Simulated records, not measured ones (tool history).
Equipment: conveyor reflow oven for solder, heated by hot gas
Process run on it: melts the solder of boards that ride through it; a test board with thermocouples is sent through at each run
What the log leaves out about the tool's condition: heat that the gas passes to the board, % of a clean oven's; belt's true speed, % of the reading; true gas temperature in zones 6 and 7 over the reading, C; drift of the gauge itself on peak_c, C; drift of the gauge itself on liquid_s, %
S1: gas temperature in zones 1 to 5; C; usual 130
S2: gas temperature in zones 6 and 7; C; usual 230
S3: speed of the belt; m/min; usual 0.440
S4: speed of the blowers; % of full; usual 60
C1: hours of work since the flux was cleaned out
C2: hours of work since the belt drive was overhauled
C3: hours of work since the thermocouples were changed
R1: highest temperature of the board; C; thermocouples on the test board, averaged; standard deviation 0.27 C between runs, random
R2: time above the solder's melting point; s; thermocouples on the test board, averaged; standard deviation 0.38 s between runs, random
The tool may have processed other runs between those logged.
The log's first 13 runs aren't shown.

run 14 hour=323.3 | S1=130 S2=230 S3=0.468 S4=60 | C1=34 C2=306 C3=429 | R1=208.8 R2=46.7
run 15 hour=339.4 | S1=130 S2=230 S3=0.468 S4=60 | C1=42 C2=314 C3=437 | R1=208.8 R2=45.9
run 16 hour=369.8 | S1=130 S2=230 S3=0.468 S4=60 | C1=58 C2=330 C3=453 | R1=209.1 R2=46.3
run 17 hour=397.1 | S1=130 S2=230 S3=0.468 S4=60 | C1=73 C2=344 C3=468 | R1=208.8 R2=45.8
run 18 hour=432.1 | S1=130 S2=240 S3=0.468 S4=52 | C1=91 C2=363 C3=486 | R1=214.9 R2=51.4
run 19 hour=459.7 | S1=130 S2=230 S3=0.364 S4=76 | C1=105 C2=377 C3=500 | R1=220.3 R2=75.3
run 20 hour=489.6 | S1=137 S2=230 S3=0.393 S4=60 | C1=121 C2=393 C3=516 | R1=216.2 R2=67.6
run 21 hour=517.8 | S1=137 S2=242 S3=0.480 S4=65 | C1=136 C2=407 C3=531 | R1=220.7 R2=58.1

Forecast run 22:
run 22 hour=537.1 | S1=135 S2=242 S3=0.408 S4=65 | C1=146 C2=417 C3=541 | R1=? R2=?

{"run 22": {"R1": 226.0, "R2": 72.2}}
Minus the tool's unlogged condition, the same run would have read R1 224.6 C, R2 70.4 s.

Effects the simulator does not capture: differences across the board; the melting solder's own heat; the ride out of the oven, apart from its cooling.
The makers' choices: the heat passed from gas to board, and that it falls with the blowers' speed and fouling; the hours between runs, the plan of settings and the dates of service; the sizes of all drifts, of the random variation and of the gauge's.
